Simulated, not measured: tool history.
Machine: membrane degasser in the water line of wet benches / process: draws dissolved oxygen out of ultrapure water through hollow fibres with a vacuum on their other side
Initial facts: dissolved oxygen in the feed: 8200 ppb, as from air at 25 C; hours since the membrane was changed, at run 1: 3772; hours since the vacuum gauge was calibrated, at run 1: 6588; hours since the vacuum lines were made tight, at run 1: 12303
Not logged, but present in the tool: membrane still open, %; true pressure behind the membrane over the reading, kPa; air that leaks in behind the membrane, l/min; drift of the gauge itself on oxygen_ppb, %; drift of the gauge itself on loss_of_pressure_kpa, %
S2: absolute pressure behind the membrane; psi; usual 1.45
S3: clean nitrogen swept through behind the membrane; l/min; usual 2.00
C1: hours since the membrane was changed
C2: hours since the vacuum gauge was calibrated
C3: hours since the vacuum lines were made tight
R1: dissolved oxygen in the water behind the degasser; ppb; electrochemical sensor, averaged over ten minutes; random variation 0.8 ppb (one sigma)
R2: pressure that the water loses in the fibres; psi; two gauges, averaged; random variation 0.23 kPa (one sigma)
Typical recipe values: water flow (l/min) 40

run 1 day=0.000 | water_flow_(l/min)=40 S2=1.45 S3=2.00 | C1=3772 C2=6588 C3=12303 | R1=309.1 R2=8.886
run 2 day=6.512 | water_flow_(l/min)=40 S2=1.45 S3=3.21 | C1=3928 C2=6744 C3=12460 | R1=206.7 R2=8.823
-- day=11.804 vacuum gauge calibrated
run 3 day=12.504 | water_flow_(l/min)=40 S2=1.54 S3=3.21 | C1=4072 C2=17 C3=12603 | R1=218.9 R2=8.775
run 4 day=17.829 | water_flow_(l/min)=40 S2=1.45 S3=2.00 | C1=4200 C2=145 C3=12731 | R1=302.9 R2=8.828
run 5 day=23.179 | water_flow_(l/min)=40 S2=1.45 S3=2.00 | C1=4328 C2=273 C3=12859 | R1=302.5 R2=8.843
run 6 day=29.042 | water_flow_(l/min)=40 S2=1.45 S3=2.00 | C1=4469 C2=414 C3=13000 | R1=300.5 R2=8.872
run 7 day=33.725 | water_flow_(l/min)=54 S2=1.45 S3=2.00 | C1=4581 C2=526 C3=13112 | R1=396.9 R2=11.934
run 8 day=37.746 | water_flow_(l/min)=54 S2=1.45 S3=2.00 | C1=4678 C2=623 C3=13209 | R1=398.2 R2=12.006
run 9 day=41.846 | water_flow_(l/min)=54 S2=1.45 S3=2.00 | C1=4776 C2=721 C3=13307 | R1=397.6 R2=11.987
run 10 day=49.008 | water_flow_(l/min)=30 S2=1.45 S3=5.07 | C1=4948 C2=893 C3=13479 | R1=99.8 R2=6.647
run 11 day=55.425 | water_flow_(l/min)=30 S2=1.45 S3=5.07 | C1=5102 C2=1047 C3=13633 | R1=100.1 R2=6.657
run 12 day=62.267 | water_flow_(l/min)=29 S2=1.45 S3=1.97 | C1=5266 C2=1211 C3=13797 | R1=230.4 R2=6.421
run 13 day=67.875 | water_flow_(l/min)=40 S2=2.02 S3=0.92 | C1=5401 C2=1346 C3=13932 | R1=847.5 R2=8.963
run 14 day=72.071 | water_flow_(l/min)=40 S2=3.02 S3=2.00 | C1=5501 C2=1446 C3=14033 | R1=736.8 R2=8.905
run 15 day=78.450 | water_flow_(l/min)=26 S2=1.16 S3=2.00 | C1=5654 C2=1599 C3=14186 | R1=147.2 R2=5.836
run 16 day=82.683 | water_flow_(l/min)=26 S2=1.16 S3=2.00 | C1=5756 C2=1701 C3=14287 | R1=148.0 R2=5.799
run 17 day=89.100 | water_flow_(l/min)=55 S2=3.15 S3=1.42 | C1=5910 C2=1855 C3=14441 | R1=1280.5 R2=12.314

Below are 4 alternative next runs, each starting from the tool's condition after run 17. Predict each:
run A day=96.367 | water_flow_(l/min)=40 S2=1.45 S3=2.10 | C1=6084 C2=2030 C3=14616 | R1=? R2=?
run B day=96.367 | water_flow_(l/min)=44 S2=1.45 S3=2.00 | C1=6084 C2=2030 C3=14616 | R1=? R2=?
run C day=96.367 | water_flow_(l/min)=40 S2=1.35 S3=2.00 | C1=6084 C2=2030 C3=14616 | R1=? R2=?
run D day=96.367 | water_flow_(l/min)=50 S2=2.80 S3=1.31 | C1=6084 C2=2030 C3=14616 | R1=? R2=?

run=A R1=292.4 R2=8.915
run=B R1=333.0 R2=9.858
run=C R1=275.7 R2=8.960
run=D R1=1124.3 R2=11.211
With the hidden condition removed and each run's random variation left untouched, the same runs would have given:
run=A R1=284.9 R2=8.599
run=B R1=324.8 R2=9.512
run=C R1=268.3 R2=8.646
run=D R1=1113.5 R2=10.817

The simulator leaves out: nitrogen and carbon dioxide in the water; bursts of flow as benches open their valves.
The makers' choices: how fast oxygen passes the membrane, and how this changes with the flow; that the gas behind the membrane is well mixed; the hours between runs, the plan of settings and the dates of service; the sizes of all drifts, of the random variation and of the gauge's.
